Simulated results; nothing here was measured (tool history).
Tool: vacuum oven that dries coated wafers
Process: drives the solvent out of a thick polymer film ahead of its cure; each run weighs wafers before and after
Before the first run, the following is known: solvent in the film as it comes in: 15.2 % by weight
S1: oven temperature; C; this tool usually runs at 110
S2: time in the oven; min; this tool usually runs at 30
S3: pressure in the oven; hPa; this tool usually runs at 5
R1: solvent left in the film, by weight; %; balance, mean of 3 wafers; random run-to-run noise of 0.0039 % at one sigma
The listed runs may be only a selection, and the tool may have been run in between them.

run     day   S1  S2     S3     R1
  1       0  110  30      5  1.632
  2   1.071  110  30      5  1.626
  3   1.667  110  30      5  1.625
  4   2.254  110  30      5  1.627
  5   2.825  110  30      5  1.624
  6   3.762  110  30      5  1.614
  7   4.879  110  24      5  2.383
  8   5.829  110  24      5  2.387
  9   6.417  110  30   19.3  2.009
 10   7.162  110  30   19.3  2.005
 11   7.675  110  30   19.3  2.004
 12   8.817  110  27   19.3  2.336
 13   9.788  109  54   5.71  0.538
 14  11.046  109  54   5.71  0.542
 15  11.646  121  30      5  0.453
 16  12.388  121  30   3.95  0.433
 17  13.054  121  30   3.95  0.428
 18  13.788  110  19  10.03  3.438
 19  14.575  110  19  10.03  3.439
 20  15.129  110  22   6.17  2.732
 21  16.146  101  22   6.82  4.796
 22  17.371  101  22   6.82    4.8
 23  18.608  101  22   6.82  4.798
 24  19.883  101  22   6.82    4.8

Pick out some run-to-run changes in R1. Of each, how much would a tool without hidden state show as well, from the settings, what came in and chance, and how much is left for the hidden state and any gauge scatter not in both results compared?
Unlogged tool condition in this case: true wafer temperature over the reading, C; true pressure over the reading, kPa; drift of the gauge itself on solvent_pct, %.
Run 12 -> 13: S1 110 -> 109, S2 27 -> 54, S3 19.3 -> 5.71. R1 -1.798 %: hidden state +0.072, all else -1.87.
Run 17 -> 18: S1 121 -> 110, S2 30 -> 19, S3 3.95 -> 10.03. R1 +3.01 %: hidden state -0.09, all else +3.1.
Run 20 -> 21: S1 110 -> 101, S3 6.17 -> 6.82. R1 +2.064 %: hidden state -0.016, all else +2.08.
